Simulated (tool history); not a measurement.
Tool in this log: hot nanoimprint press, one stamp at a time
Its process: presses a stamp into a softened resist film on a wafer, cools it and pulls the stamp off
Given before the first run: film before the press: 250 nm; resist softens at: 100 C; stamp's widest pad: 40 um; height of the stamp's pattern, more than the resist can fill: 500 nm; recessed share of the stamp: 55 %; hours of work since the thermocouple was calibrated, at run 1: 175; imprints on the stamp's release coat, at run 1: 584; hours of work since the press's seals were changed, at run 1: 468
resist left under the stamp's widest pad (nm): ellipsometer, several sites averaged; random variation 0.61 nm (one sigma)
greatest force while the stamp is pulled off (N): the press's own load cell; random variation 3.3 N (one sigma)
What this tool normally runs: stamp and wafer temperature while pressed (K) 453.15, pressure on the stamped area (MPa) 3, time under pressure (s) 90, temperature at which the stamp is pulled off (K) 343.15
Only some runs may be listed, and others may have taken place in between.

| run | day | stamp and wafer temperature while pressed (K) | pressure on the stamped area (MPa) | time under pressure (s) | temperature at which the stamp is pulled off (K) | hours of work since the thermocouple was calibrated | imprints on the stamp's release coat | hours of work since the press's seals were changed | resist left under the stamp's widest pad (nm) | greatest force while the stamp is pulled off (N) |
|---|---|---|---|---|---|---|---|---|---|---|
| 1 | 0 | 453.15 | 3 | 90 | 343.15 | 175 | 584 | 468 | 135.1 | 181 |
| 2 | 1 | 453.15 | 3 | 90 | 343.15 | 187 | 678 | 479 | 136 | 185 |
| 3 | 1.942 | 453.15 | 3 | 90 | 343.15 | 198 | 765 | 490 | 136 | 182 |
| 4 | 2.846 | 453.15 | 3 | 90 | 343.15 | 209 | 849 | 501 | 136.4 | 185 |
| 5 | 3.783 | 453.15 | 3.85 | 90 | 343.15 | 220 | 937 | 512 | 123.6 | 186 |
| 6 | 4.583 | 453.15 | 3.85 | 90 | 343.15 | 229 | 1011 | 521 | 125.1 | 188 |
| 7 | 5.6 | 453.15 | 3.85 | 90 | 343.15 | 241 | 1106 | 533 | 123.8 | 197 |
|  | 6.15 | stamp cleaned and given a new release coat |
| 8 | 6.638 | 453.15 | 3.85 | 90 | 343.15 | 250 | 46 | 542 | 124.7 | 165 |
| 9 | 7.317 | 453.15 | 3.85 | 90 | 343.15 | 258 | 109 | 550 | 123.5 | 169 |
|  | 7.696 | plate thermocouple calibrated |
| 10 | 8.408 | 453.15 | 2.87 | 90 | 343.15 | 8 | 199 | 561 | 134.5 | 167 |
| 11 | 9.142 | 453.15 | 2.87 | 90 | 349.15 | 17 | 267 | 570 | 135.5 | 138 |
| 12 | 9.858 | 453.15 | 1.84 | 79 | 343.15 | 25 | 334 | 578 | 162.8 | 168 |
| 13 | 10.842 | 453.15 | 1.84 | 79 | 343.15 | 37 | 426 | 590 | 162.9 | 166 |
| 14 | 11.867 | 442.15 | 3 | 90 | 343.15 | 49 | 522 | 602 | 178.2 | 169 |

Run 15 is up next; what results do you expect?
| 15 | 12.321 | 456.15 | 3.24 | 90 | 343.15 | 54 | 564 | 607 | ? | ? |

resist left under the stamp's widest pad (nm): 118.9
greatest force while the stamp is pulled off (N): 179
Take away the tool's hidden state, keep the run-to-run variation as it was, and the same run would have given resist left under the stamp's widest pad (nm) 117.4, greatest force while the stamp is pulled off (N) 164.
